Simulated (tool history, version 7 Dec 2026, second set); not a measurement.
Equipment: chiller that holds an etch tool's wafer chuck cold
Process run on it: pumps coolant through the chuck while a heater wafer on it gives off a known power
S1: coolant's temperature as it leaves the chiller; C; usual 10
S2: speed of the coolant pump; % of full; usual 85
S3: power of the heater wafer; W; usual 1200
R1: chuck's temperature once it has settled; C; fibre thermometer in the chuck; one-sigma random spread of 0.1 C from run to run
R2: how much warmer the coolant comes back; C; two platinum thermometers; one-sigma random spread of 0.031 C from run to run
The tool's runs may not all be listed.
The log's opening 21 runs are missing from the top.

run 22 hour=641.9 | S1=14 S2=68 S3=1790 | R1=37.4 R2=4.75
run 23 hour=679 | S1=13 S2=71 S3=1206 | R1=28.4 R2=3.11
run 24 hour=712 | S1=19 S2=100 S3=1581 | R1=34.5 R2=2.82
run 25 hour=745.6 | S1=14 S2=64 S3=1547 | R1=35.5 R2=4.46
run 26 hour=769.7 | S1=14 S2=64 S3=1547 | R1=35.4 R2=4.4
run 27 hour=815.2 | S1=14 S2=64 S3=1547 | R1=35.5 R2=4.48
run 28 hour=840.7 | S1=13 S2=63 S3=1267 | R1=30.8 R2=3.66
run 29 hour=875.6 | S1=10 S2=78 S3=1140 | R1=23.7 R2=2.63
run 30 hour=895.7 | S1=3 S2=78 S3=973 | R1=14.7 R2=2.25
run 31 hour=934.2 | S1=12 S2=62 S3=809 | R1=23.5 R2=2.36

Each row is a separate what-if for the run after 31, all from the same tool condition, not one after another. Results?
run A hour=973.2 | S1=2 S2=98 S3=1029 | R1=? R2=?
run B hour=973.2 | S1=15 S2=63 S3=1200 | R1=? R2=?
run C hour=973.2 | S1=8 S2=85 S3=616 | R1=? R2=?
run D hour=973.2 | S1=16 S2=62 S3=1675 | R1=? R2=?
run E hour=973.2 | S1=16 S2=65 S3=1686 | R1=? R2=?

run=A R1=12.3 R2=1.82
run=B R1=32 R2=3.51
run=C R1=14.9 R2=1.33
run=D R1=39.8 R2=4.93
run=E R1=39.1 R2=4.75
Without the tool's hidden state the same runs would have given:
run=A R1=11.7 R2=1.77
run=B R1=31 R2=3.41
run=C R1=14.4 R2=1.3
run=D R1=38.4 R2=4.79
run=E R1=37.8 R2=4.62

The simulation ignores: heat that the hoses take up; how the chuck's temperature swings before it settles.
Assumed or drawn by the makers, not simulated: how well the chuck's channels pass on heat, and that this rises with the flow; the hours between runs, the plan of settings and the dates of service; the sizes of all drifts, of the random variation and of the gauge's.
